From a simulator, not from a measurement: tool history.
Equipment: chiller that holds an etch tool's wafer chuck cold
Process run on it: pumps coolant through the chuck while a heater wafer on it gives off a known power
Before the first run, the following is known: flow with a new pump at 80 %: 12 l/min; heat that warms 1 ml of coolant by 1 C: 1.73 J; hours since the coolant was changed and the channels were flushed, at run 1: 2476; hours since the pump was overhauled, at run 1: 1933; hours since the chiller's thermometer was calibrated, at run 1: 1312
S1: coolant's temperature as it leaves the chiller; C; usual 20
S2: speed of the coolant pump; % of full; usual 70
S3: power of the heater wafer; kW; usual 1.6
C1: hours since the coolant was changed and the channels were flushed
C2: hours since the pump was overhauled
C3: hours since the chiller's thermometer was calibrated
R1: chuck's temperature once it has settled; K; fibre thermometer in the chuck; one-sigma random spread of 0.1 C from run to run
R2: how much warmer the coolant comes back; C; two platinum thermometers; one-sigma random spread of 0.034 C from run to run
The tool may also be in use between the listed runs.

{"run": 1, "hour": 0.0, "S1": 20, "S2": 70, "S3": 1.6, "C1": 2476, "C2": 1933, "C3": 1312, "R1": 311.25, "R2": 5.28}
{"run": 2, "hour": 44.2, "S1": 20, "S2": 70, "S3": 1.6, "C1": 2520, "C2": 1977, "C3": 1356, "R1": 311.25, "R2": 5.28}
{"run": 3, "hour": 76.1, "S1": 20, "S2": 70, "S3": 1.6, "C1": 2552, "C2": 2009, "C3": 1388, "R1": 311.15, "R2": 5.26}
{"run": 4, "hour": 114.5, "S1": 20, "S2": 70, "S3": 1.6, "C1": 2591, "C2": 2047, "C3": 1427, "R1": 311.05, "R2": 5.36}
{"run": 5, "hour": 168.5, "S1": 20, "S2": 70, "S3": 1.6, "C1": 2645, "C2": 2101, "C3": 1481, "R1": 311.15, "R2": 5.31}
{"run": 6, "hour": 223.8, "S1": 20, "S2": 70, "S3": 1.6, "C1": 2700, "C2": 2157, "C3": 1536, "R1": 311.35, "R2": 5.38}
{"run": 7, "hour": 277.9, "S1": 20, "S2": 70, "S3": 1.6, "C1": 2754, "C2": 2211, "C3": 1590, "R1": 311.05, "R2": 5.43}
{"run": 8, "hour": 332.8, "S1": 20, "S2": 70, "S3": 1.272, "C1": 2809, "C2": 2266, "C3": 1645, "R1": 307.45, "R2": 4.32}
{"run": 9, "hour": 387.6, "S1": 20, "S2": 70, "S3": 1.272, "C1": 2864, "C2": 2321, "C3": 1700, "R1": 307.45, "R2": 4.36}
{"run": 10, "hour": 445.3, "S1": 20, "S2": 70, "S3": 1.272, "C1": 2922, "C2": 2378, "C3": 1757, "R1": 307.65, "R2": 4.36}
{"run": 11, "hour": 503.4, "S1": 20, "S2": 70, "S3": 2.143, "C1": 2980, "C2": 2436, "C3": 1816, "R1": 317.35, "R2": 7.34}
{"run": 12, "hour": 542.7, "S1": 20, "S2": 70, "S3": 2.143, "C1": 3019, "C2": 2476, "C3": 1855, "R1": 317.35, "R2": 7.29}
{"run": 13, "hour": 592.3, "S1": 28, "S2": 98, "S3": 1.6, "C1": 3069, "C2": 2525, "C3": 1904, "R1": 316.35, "R2": 4}
{"run": 14, "hour": 623.0, "S1": 28, "S2": 98, "S3": 1.6, "C1": 3099, "C2": 2556, "C3": 1935, "R1": 316.35, "R2": 4.04}
{"run": 15, "hour": 666.5, "S1": 13, "S2": 70, "S3": 1.803, "C1": 3143, "C2": 2599, "C3": 1979, "R1": 306.45, "R2": 6.16}

A few steps of R2 between consecutive runs. Split each: what settings, incoming material and random variation would produce without the hidden state, and what is left over for the hidden state, along with gauge scatter present in only one of the two compared results (measured, and without hidden state):
Unlogged tool condition in this case: heat passed by the chuck's channels, % of clean ones'; flow at a given pump speed, % of a new pump's; coolant's true temperature over the reading, C; drift of the gauge itself on chuck_c, C; drift of the gauge itself on warmer_back_c, C.
Run 10 -> 11: S3 1.272 -> 2.143. R2 +2.98 C: hidden state +0.03, all else +2.95.
Run 12 -> 13: S1 20 -> 28, S2 70 -> 98, S3 2.143 -> 1.6. R2 -3.29 C: hidden state +0.01, all else -3.3.

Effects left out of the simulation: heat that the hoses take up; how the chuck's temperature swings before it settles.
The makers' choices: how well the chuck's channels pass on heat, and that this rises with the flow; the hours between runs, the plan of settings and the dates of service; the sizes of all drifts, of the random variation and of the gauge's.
